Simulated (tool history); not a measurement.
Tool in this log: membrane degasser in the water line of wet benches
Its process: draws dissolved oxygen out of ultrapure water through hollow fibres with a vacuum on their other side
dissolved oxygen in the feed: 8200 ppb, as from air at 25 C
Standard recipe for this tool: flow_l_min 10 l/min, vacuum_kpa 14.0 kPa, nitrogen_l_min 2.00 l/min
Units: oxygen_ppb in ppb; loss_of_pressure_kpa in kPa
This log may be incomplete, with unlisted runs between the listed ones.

run 1 hour=0.0 | flow_l_min=10 vacuum_kpa=14.0 nitrogen_l_min=2.00 | oxygen_ppb=138.8 loss_of_pressure_kpa=48.29
run 2 hour=47.8 | flow_l_min=10 vacuum_kpa=14.0 nitrogen_l_min=2.00 | oxygen_ppb=139.7 loss_of_pressure_kpa=47.95
run 3 hour=97.7 | flow_l_min=11 vacuum_kpa=14.0 nitrogen_l_min=2.00 | oxygen_ppb=154.7 loss_of_pressure_kpa=53.06
-- hour=132.7 seals of the vacuum lines changed
run 4 hour=138.3 | flow_l_min=11 vacuum_kpa=14.0 nitrogen_l_min=2.00 | oxygen_ppb=147.5 loss_of_pressure_kpa=52.89
run 5 hour=188.9 | flow_l_min=10 vacuum_kpa=14.0 nitrogen_l_min=2.00 | oxygen_ppb=133.2 loss_of_pressure_kpa=47.83
run 6 hour=227.7 | flow_l_min=10 vacuum_kpa=14.0 nitrogen_l_min=2.00 | oxygen_ppb=133.0 loss_of_pressure_kpa=48.11
run 7 hour=271.2 | flow_l_min=10 vacuum_kpa=14.0 nitrogen_l_min=2.00 | oxygen_ppb=133.4 loss_of_pressure_kpa=48.09
run 8 hour=322.4 | flow_l_min=10 vacuum_kpa=14.0 nitrogen_l_min=2.00 | oxygen_ppb=133.8 loss_of_pressure_kpa=47.94
run 9 hour=362.7 | flow_l_min=10 vacuum_kpa=14.0 nitrogen_l_min=2.68 | oxygen_ppb=101.5 loss_of_pressure_kpa=48.15
run 10 hour=399.0 | flow_l_min=10 vacuum_kpa=14.0 nitrogen_l_min=0.93 | oxygen_ppb=270.5 loss_of_pressure_kpa=48.07
run 11 hour=448.2 | flow_l_min=15 vacuum_kpa=14.0 nitrogen_l_min=2.00 | oxygen_ppb=217.1 loss_of_pressure_kpa=72.31
run 12 hour=492.7 | flow_l_min=15 vacuum_kpa=14.0 nitrogen_l_min=2.00 | oxygen_ppb=218.5 loss_of_pressure_kpa=72.15
run 13 hour=522.6 | flow_l_min=10 vacuum_kpa=14.0 nitrogen_l_min=2.00 | oxygen_ppb=134.1 loss_of_pressure_kpa=48.12
run 14 hour=552.8 | flow_l_min=10 vacuum_kpa=14.0 nitrogen_l_min=2.00 | oxygen_ppb=133.5 loss_of_pressure_kpa=48.17
run 15 hour=598.0 | flow_l_min=10 vacuum_kpa=12.3 nitrogen_l_min=2.00 | oxygen_ppb=112.9 loss_of_pressure_kpa=48.20
run 16 hour=631.3 | flow_l_min=10 vacuum_kpa=14.0 nitrogen_l_min=2.00 | oxygen_ppb=133.8 loss_of_pressure_kpa=48.11
run 17 hour=651.9 | flow_l_min=11 vacuum_kpa=14.0 nitrogen_l_min=2.21 | oxygen_ppb=135.6 loss_of_pressure_kpa=52.74
run 18 hour=683.5 | flow_l_min=10 vacuum_kpa=10.6 nitrogen_l_min=2.00 | oxygen_ppb=93.7 loss_of_pressure_kpa=48.26
run 19 hour=726.9 | flow_l_min=10 vacuum_kpa=17.2 nitrogen_l_min=1.01 | oxygen_ppb=320.7 loss_of_pressure_kpa=48.13
run 20 hour=753.2 | flow_l_min=10 vacuum_kpa=20.0 nitrogen_l_min=2.00 | oxygen_ppb=205.0 loss_of_pressure_kpa=48.34
run 21 hour=788.4 | flow_l_min=14 vacuum_kpa=21.8 nitrogen_l_min=2.02 | oxygen_ppb=317.8 loss_of_pressure_kpa=67.46
-- hour=792.8 vacuum gauge calibrated
run 22 hour=819.9 | flow_l_min=10 vacuum_kpa=22.5 nitrogen_l_min=1.76 | oxygen_ppb=263.2 loss_of_pressure_kpa=47.99
run 23 hour=865.0 | flow_l_min=10 vacuum_kpa=22.5 nitrogen_l_min=1.76 | oxygen_ppb=263.5 loss_of_pressure_kpa=48.05
run 24 hour=904.5 | flow_l_min=10 vacuum_kpa=22.5 nitrogen_l_min=1.76 | oxygen_ppb=263.3 loss_of_pressure_kpa=47.99
run 25 hour=947.7 | flow_l_min=6 vacuum_kpa=10.7 nitrogen_l_min=2.10 | oxygen_ppb=53.8 loss_of_pressure_kpa=28.87
run 26 hour=970.6 | flow_l_min=8 vacuum_kpa=31.2 nitrogen_l_min=1.78 | oxygen_ppb=302.6 loss_of_pressure_kpa=38.51
-- hour=996.0 vacuum gauge calibrated, once more
run 27 hour=996.0 | flow_l_min=8 vacuum_kpa=31.2 nitrogen_l_min=1.78 | oxygen_ppb=300.1 loss_of_pressure_kpa=38.57
run 28 hour=1028.0 | flow_l_min=6 vacuum_kpa=31.7 nitrogen_l_min=5.03 | oxygen_ppb=85.5 loss_of_pressure_kpa=28.84
run 29 hour=1078.0 | flow_l_min=16 vacuum_kpa=31.8 nitrogen_l_min=4.75 | oxygen_ppb=267.5 loss_of_pressure_kpa=77.01
run 30 hour=1119.1 | flow_l_min=9 vacuum_kpa=14.0 nitrogen_l_min=2.00 | oxygen_ppb=119.1 loss_of_pressure_kpa=43.57
run 31 hour=1153.3 | flow_l_min=9 vacuum_kpa=14.0 nitrogen_l_min=2.00 | oxygen_ppb=119.9 loss_of_pressure_kpa=43.32

For some of the steps in oxygen_ppb from one run to the next: how much would appear even if the tool had no hidden state, given the settings, what came in and random variation, and how much remains for the hidden state plus any gauge scatter that the measured result and the result without hidden state don't share?
The hidden state here: membrane still open, %; true pressure behind the membrane over the reading, kPa; air that leaks in behind the membrane, l/min; drift of the gauge itself on oxygen_ppb, %; drift of the gauge itself on loss_of_pressure_kpa, %.
Run 3 -> 4: seals of the vacuum lines changed. oxygen_ppb -7.2 ppb: hidden state -5.8, all else -1.4.
Run 9 -> 10: nitrogen_l_min 2.68 -> 0.93. oxygen_ppb +169.0 ppb: hidden state +1.0, all else +168.0.
Run 18 -> 19: vacuum_kpa 10.6 -> 17.2, nitrogen_l_min 2.00 -> 1.01. oxygen_ppb +227.0 ppb: hidden state +1.0, all else +226.0.
Run 25 -> 26: flow_l_min 6 -> 8, vacuum_kpa 10.7 -> 31.2, nitrogen_l_min 2.10 -> 1.78. oxygen_ppb +248.8 ppb: hidden state +1.2, all else +247.6.
Run 27 -> 28: flow_l_min 8 -> 6, vacuum_kpa 31.2 -> 31.7, nitrogen_l_min 1.78 -> 5.03. oxygen_ppb -214.6 ppb: hidden state -0.6, all else -214.0.

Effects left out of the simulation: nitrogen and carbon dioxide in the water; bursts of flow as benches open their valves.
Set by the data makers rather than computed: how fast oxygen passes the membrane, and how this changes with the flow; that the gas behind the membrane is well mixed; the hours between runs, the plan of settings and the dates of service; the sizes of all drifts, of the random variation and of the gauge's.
